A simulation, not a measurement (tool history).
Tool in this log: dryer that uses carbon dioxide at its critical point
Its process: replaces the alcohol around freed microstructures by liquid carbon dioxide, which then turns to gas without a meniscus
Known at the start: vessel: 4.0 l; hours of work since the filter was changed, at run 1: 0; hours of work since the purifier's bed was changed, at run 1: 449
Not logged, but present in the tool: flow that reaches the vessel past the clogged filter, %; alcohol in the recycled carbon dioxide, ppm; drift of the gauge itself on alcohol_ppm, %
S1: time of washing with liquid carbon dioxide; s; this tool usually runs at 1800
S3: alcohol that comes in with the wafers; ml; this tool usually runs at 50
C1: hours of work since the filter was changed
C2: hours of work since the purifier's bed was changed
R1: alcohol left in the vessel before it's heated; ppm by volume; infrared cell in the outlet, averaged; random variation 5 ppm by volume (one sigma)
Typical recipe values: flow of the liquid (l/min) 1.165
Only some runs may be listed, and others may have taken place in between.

{"run": 1, "hour": 0.0, "S1": 1800, "flow of the liquid (l/min)": 1.165, "S3": 50, "C1": 0, "C2": 449, "R1": 41}
{"run": 2, "hour": 29.2, "S1": 1800, "flow of the liquid (l/min)": 1.24, "S3": 50, "C1": 18, "C2": 467, "R1": 43}
{"run": 3, "hour": 50.3, "S1": 1800, "flow of the liquid (l/min)": 1.24, "S3": 50, "C1": 31, "C2": 480, "R1": 39}
{"run": 4, "hour": 75.4, "S1": 1800, "flow of the liquid (l/min)": 1.24, "S3": 50, "C1": 46, "C2": 495, "R1": 42}
{"run": 5, "hour": 108.6, "S1": 1800, "flow of the liquid (l/min)": 1.24, "S3": 50, "C1": 67, "C2": 516, "R1": 52}
{"run": 6, "hour": 137.8, "S1": 1800, "flow of the liquid (l/min)": 1.24, "S3": 50, "C1": 85, "C2": 533, "R1": 63}
{"run": 7, "hour": 158.5, "S1": 1800, "flow of the liquid (l/min)": 1.24, "S3": 50, "C1": 98, "C2": 546, "R1": 57}
{"run": 8, "hour": 178.2, "S1": 1800, "flow of the liquid (l/min)": 1.165, "S3": 50, "C1": 110, "C2": 558, "R1": 52}
{"run": 9, "hour": 213.0, "S1": 1800, "flow of the liquid (l/min)": 1.165, "S3": 50, "C1": 131, "C2": 580, "R1": 56}
{"run": 10, "hour": 243.3, "S1": 1800, "flow of the liquid (l/min)": 1.07, "S3": 50, "C1": 150, "C2": 598, "R1": 59}
{"run": 11, "hour": 264.1, "S1": 1800, "flow of the liquid (l/min)": 1.165, "S3": 50, "C1": 163, "C2": 611, "R1": 68}
{"run": 12, "hour": 284.5, "S1": 1800, "flow of the liquid (l/min)": 1.165, "S3": 46, "C1": 175, "C2": 624, "R1": 57}
{"run": 13, "hour": 306.8, "S1": 1800, "flow of the liquid (l/min)": 1.6, "S3": 50, "C1": 189, "C2": 638, "R1": 61}
{"run": 14, "hour": 336.7, "S1": 2220, "flow of the liquid (l/min)": 1.165, "S3": 50, "C1": 207, "C2": 656, "R1": 56}
{"run": 15, "hour": 371.8, "S1": 2220, "flow of the liquid (l/min)": 1.165, "S3": 50, "C1": 229, "C2": 678, "R1": 67}
{"run": 16, "hour": 387.9, "S1": 2220, "flow of the liquid (l/min)": 1.05, "S3": 50, "C1": 239, "C2": 687, "R1": 65}
{"run": 17, "hour": 415.7, "S1": 1440, "flow of the liquid (l/min)": 1.05, "S3": 50, "C1": 256, "C2": 705, "R1": 122}
{"run": 18, "hour": 452.4, "S1": 2640, "flow of the liquid (l/min)": 1.165, "S3": 50, "C1": 279, "C2": 727, "R1": 62}
{"run": 19, "hour": 487.6, "S1": 2520, "flow of the liquid (l/min)": 1.35, "S3": 41, "C1": 300, "C2": 749, "R1": 65}
{"run": 20, "hour": 514.0, "S1": 1860, "flow of the liquid (l/min)": 1.35, "S3": 57, "C1": 316, "C2": 765, "R1": 61}
{"run": 21, "hour": 539.9, "S1": 1260, "flow of the liquid (l/min)": 1.165, "S3": 50, "C1": 332, "C2": 781, "R1": 146}
{"run": 22, "hour": 577.7, "S1": 2220, "flow of the liquid (l/min)": 0.93, "S3": 59, "C1": 356, "C2": 804, "R1": 81}
{"hour": 608.8, "done": "inlet filter changed"}
{"run": 23, "hour": 616.8, "S1": 1200, "flow of the liquid (l/min)": 1.17, "S3": 46, "C1": 5, "C2": 828, "R1": 143}
{"run": 24, "hour": 639.7, "S1": 1200, "flow of the liquid (l/min)": 1.17, "S3": 46, "C1": 19, "C2": 842, "R1": 138}
{"run": 25, "hour": 659.7, "S1": 1200, "flow of the liquid (l/min)": 1.17, "S3": 46, "C1": 31, "C2": 854, "R1": 139}
{"run": 26, "hour": 691.3, "S1": 1200, "flow of the liquid (l/min)": 1.17, "S3": 46, "C1": 51, "C2": 874, "R1": 145}
{"run": 27, "hour": 709.4, "S1": 1200, "flow of the liquid (l/min)": 1.17, "S3": 46, "C1": 62, "C2": 885, "R1": 138}
{"run": 28, "hour": 739.5, "S1": 2580, "flow of the liquid (l/min)": 1.02, "S3": 25, "C1": 80, "C2": 903, "R1": 72}
{"run": 29, "hour": 763.5, "S1": 1860, "flow of the liquid (l/min)": 1, "S3": 25, "C1": 95, "C2": 918, "R1": 87}
{"run": 30, "hour": 781.4, "S1": 1860, "flow of the liquid (l/min)": 1.165, "S3": 86, "C1": 106, "C2": 929, "R1": 90}
{"run": 31, "hour": 804.0, "S1": 1980, "flow of the liquid (l/min)": 0.79, "S3": 24, "C1": 120, "C2": 943, "R1": 96}
{"run": 32, "hour": 827.1, "S1": 2520, "flow of the liquid (l/min)": 0.86, "S3": 30, "C1": 134, "C2": 957, "R1": 81}
{"run": 33, "hour": 847.3, "S1": 2520, "flow of the liquid (l/min)": 0.86, "S3": 30, "C1": 147, "C2": 970, "R1": 80}

Hidden state at the last listed run before each entry between runs and at the first one after, where it differs:
Logged between run 22 and run 23: inlet filter changed (hour 608.8)
  flow that reaches the vessel past the clogged filter, %: 93 -> 99.3; alcohol in the recycled carbon dioxide, ppm: 67.4 -> 69.2
  measured minus no-state result, R1: +67 -> +67 ppm by volume

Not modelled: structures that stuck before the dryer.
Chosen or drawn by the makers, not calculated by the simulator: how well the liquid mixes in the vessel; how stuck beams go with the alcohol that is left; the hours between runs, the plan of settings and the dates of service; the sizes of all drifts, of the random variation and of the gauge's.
